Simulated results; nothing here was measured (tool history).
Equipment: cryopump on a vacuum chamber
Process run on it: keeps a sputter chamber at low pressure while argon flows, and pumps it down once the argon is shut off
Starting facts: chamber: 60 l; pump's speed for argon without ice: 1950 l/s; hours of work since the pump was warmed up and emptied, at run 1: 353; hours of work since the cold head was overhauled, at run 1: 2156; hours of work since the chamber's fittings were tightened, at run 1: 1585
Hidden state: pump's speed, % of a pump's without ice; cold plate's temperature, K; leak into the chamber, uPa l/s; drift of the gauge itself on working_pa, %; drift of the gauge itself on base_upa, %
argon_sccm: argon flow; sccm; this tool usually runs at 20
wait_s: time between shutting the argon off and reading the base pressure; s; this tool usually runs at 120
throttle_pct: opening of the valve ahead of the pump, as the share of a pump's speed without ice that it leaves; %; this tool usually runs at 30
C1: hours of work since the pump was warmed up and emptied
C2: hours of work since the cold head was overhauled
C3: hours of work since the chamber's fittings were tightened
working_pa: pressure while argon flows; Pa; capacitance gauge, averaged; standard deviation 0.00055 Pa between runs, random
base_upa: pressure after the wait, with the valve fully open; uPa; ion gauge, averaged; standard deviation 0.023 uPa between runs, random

{"run": 1, "hour": 0.0, "argon_sccm": 20, "wait_s": 120, "throttle_pct": 30, "C1": 353, "C2": 2156, "C3": 1585, "working_pa": 0.0614, "base_upa": 1.43}
{"hour": 65.5, "done": "pump warmed up, emptied and cooled again"}
{"run": 2, "hour": 65.5, "argon_sccm": 20, "wait_s": 120, "throttle_pct": 30, "C1": 0, "C2": 2207, "C3": 1637, "working_pa": 0.0589, "base_upa": 1.31}
{"run": 3, "hour": 168.4, "argon_sccm": 20, "wait_s": 120, "throttle_pct": 30, "C1": 87, "C2": 2294, "C3": 1724, "working_pa": 0.0611, "base_upa": 1.36}
{"run": 4, "hour": 242.9, "argon_sccm": 20, "wait_s": 120, "throttle_pct": 30, "C1": 150, "C2": 2357, "C3": 1787, "working_pa": 0.0593, "base_upa": 1.4}
{"run": 5, "hour": 325.7, "argon_sccm": 20, "wait_s": 75, "throttle_pct": 30, "C1": 220, "C2": 2427, "C3": 1857, "working_pa": 0.0609, "base_upa": 1.92}
{"run": 6, "hour": 393.8, "argon_sccm": 20, "wait_s": 120, "throttle_pct": 30, "C1": 278, "C2": 2485, "C3": 1915, "working_pa": 0.0604, "base_upa": 1.54}
{"run": 7, "hour": 447.7, "argon_sccm": 20, "wait_s": 120, "throttle_pct": 30, "C1": 323, "C2": 2531, "C3": 1960, "working_pa": 0.0623, "base_upa": 1.56}
{"run": 8, "hour": 492.5, "argon_sccm": 20, "wait_s": 120, "throttle_pct": 30, "C1": 361, "C2": 2568, "C3": 1998, "working_pa": 0.0628, "base_upa": 1.59}
{"hour": 551.9, "done": "pump warmed up, emptied and cooled again"}
{"run": 9, "hour": 554.9, "argon_sccm": 20, "wait_s": 120, "throttle_pct": 30, "C1": 2, "C2": 2617, "C3": 2047, "working_pa": 0.0587, "base_upa": 1.44}
{"run": 10, "hour": 657.2, "argon_sccm": 20, "wait_s": 120, "throttle_pct": 30, "C1": 89, "C2": 2704, "C3": 2133, "working_pa": 0.0587, "base_upa": 1.48}
{"run": 11, "hour": 754.3, "argon_sccm": 20, "wait_s": 120, "throttle_pct": 30, "C1": 171, "C2": 2786, "C3": 2215, "working_pa": 0.0605, "base_upa": 1.54}
{"run": 12, "hour": 847.3, "argon_sccm": 20, "wait_s": 120, "throttle_pct": 30, "C1": 250, "C2": 2865, "C3": 2294, "working_pa": 0.0619, "base_upa": 1.6}
{"run": 13, "hour": 925.7, "argon_sccm": 20, "wait_s": 120, "throttle_pct": 30, "C1": 316, "C2": 2931, "C3": 2360, "working_pa": 0.0629, "base_upa": 1.77}
{"run": 14, "hour": 1008.2, "argon_sccm": 20, "wait_s": 120, "throttle_pct": 30, "C1": 386, "C2": 3001, "C3": 2430, "working_pa": 0.0636, "base_upa": 1.86}
{"hour": 1037.8, "done": "pump warmed up, emptied and cooled again"}
{"run": 15, "hour": 1115.3, "argon_sccm": 20, "wait_s": 120, "throttle_pct": 24, "C1": 66, "C2": 3087, "C3": 2517, "working_pa": 0.073, "base_upa": 1.58}
{"run": 16, "hour": 1203.2, "argon_sccm": 20, "wait_s": 120, "throttle_pct": 24, "C1": 140, "C2": 3161, "C3": 2591, "working_pa": 0.0752, "base_upa": 1.77}
{"run": 17, "hour": 1287.3, "argon_sccm": 28, "wait_s": 24, "throttle_pct": 30, "C1": 211, "C2": 3233, "C3": 2662, "working_pa": 0.0848, "base_upa": 4.19}
{"run": 18, "hour": 1365.9, "argon_sccm": 20, "wait_s": 22, "throttle_pct": 19, "C1": 278, "C2": 3299, "C3": 2729, "working_pa": 0.0945, "base_upa": 4.53}
{"run": 19, "hour": 1448.7, "argon_sccm": 16, "wait_s": 116, "throttle_pct": 21, "C1": 348, "C2": 3369, "C3": 2799, "working_pa": 0.0702, "base_upa": 1.95}
{"hour": 1517.4, "done": "pump warmed up, emptied and cooled again"}
{"run": 20, "hour": 1524.1, "argon_sccm": 13, "wait_s": 116, "throttle_pct": 27, "C1": 6, "C2": 3429, "C3": 2858, "working_pa": 0.0429, "base_upa": 1.75}
{"run": 21, "hour": 1621.2, "argon_sccm": 20, "wait_s": 25, "throttle_pct": 33, "C1": 88, "C2": 3511, "C3": 2940, "working_pa": 0.055, "base_upa": 4.13}
{"hour": 1695.0, "done": "leaking fittings of the chamber tightened, without venting"}
{"run": 22, "hour": 1695.0, "argon_sccm": 20, "wait_s": 25, "throttle_pct": 33, "C1": 149, "C2": 3572, "C3": 0, "working_pa": 0.0556, "base_upa": 3.15}
{"run": 23, "hour": 1778.1, "argon_sccm": 20, "wait_s": 96, "throttle_pct": 49, "C1": 219, "C2": 3642, "C3": 70, "working_pa": 0.039, "base_upa": 1.02}
{"run": 24, "hour": 1845.2, "argon_sccm": 20, "wait_s": 96, "throttle_pct": 49, "C1": 276, "C2": 3699, "C3": 127, "working_pa": 0.0392, "base_upa": 1.06}
{"run": 25, "hour": 1928.6, "argon_sccm": 20, "wait_s": 96, "throttle_pct": 49, "C1": 346, "C2": 3769, "C3": 198, "working_pa": 0.0417, "base_upa": 1.1}
{"hour": 2000.3, "done": "pump warmed up, emptied and cooled again"}
{"run": 26, "hour": 2011.1, "argon_sccm": 9, "wait_s": 96, "throttle_pct": 18, "C1": 9, "C2": 3835, "C3": 263, "working_pa": 0.043, "base_upa": 1}
{"run": 27, "hour": 2099.6, "argon_sccm": 9, "wait_s": 96, "throttle_pct": 18, "C1": 84, "C2": 3910, "C3": 338, "working_pa": 0.0446, "base_upa": 1.09}
{"run": 28, "hour": 2146.1, "argon_sccm": 11, "wait_s": 120, "throttle_pct": 16, "C1": 123, "C2": 3949, "C3": 377, "working_pa": 0.061, "base_upa": 0.98}
{"run": 29, "hour": 2225.6, "argon_sccm": 30, "wait_s": 146, "throttle_pct": 41, "C1": 191, "C2": 4016, "C3": 445, "working_pa": 0.069, "base_upa": 0.84}
{"run": 30, "hour": 2324.7, "argon_sccm": 30, "wait_s": 146, "throttle_pct": 41, "C1": 275, "C2": 4100, "C3": 529, "working_pa": 0.0707, "base_upa": 0.89}

Forecast each of these 4 alternatives for the next run:
{"run": "A", "hour": 2408.9, "argon_sccm": 36, "wait_s": 31, "throttle_pct": 25, "C1": 346, "C2": 4172, "C3": 600, "working_pa": "?", "base_upa": "?"}
{"run": "B", "hour": 2408.9, "argon_sccm": 9, "wait_s": 214, "throttle_pct": 21, "C1": 346, "C2": 4172, "C3": 600, "working_pa": "?", "base_upa": "?"}
{"run": "C", "hour": 2408.9, "argon_sccm": 30, "wait_s": 240, "throttle_pct": 19, "C1": 346, "C2": 4172, "C3": 600, "working_pa": "?", "base_upa": "?"}
{"run": "D", "hour": 2408.9, "argon_sccm": 20, "wait_s": 120, "throttle_pct": 28, "C1": 346, "C2": 4172, "C3": 600, "working_pa": "?", "base_upa": "?"}

run=A working_pa=0.1365 base_upa=2.88
run=B working_pa=0.0409 base_upa=0.77
run=C working_pa=0.1459 base_upa=0.75
run=D working_pa=0.0673 base_upa=1.09
Without the tool's hidden state the same runs would have given:
run=A working_pa=0.126 base_upa=2.57
run=B working_pa=0.0382 base_upa=0.46
run=C working_pa=0.1373 base_upa=0.45
run=D working_pa=0.0615 base_upa=0.78

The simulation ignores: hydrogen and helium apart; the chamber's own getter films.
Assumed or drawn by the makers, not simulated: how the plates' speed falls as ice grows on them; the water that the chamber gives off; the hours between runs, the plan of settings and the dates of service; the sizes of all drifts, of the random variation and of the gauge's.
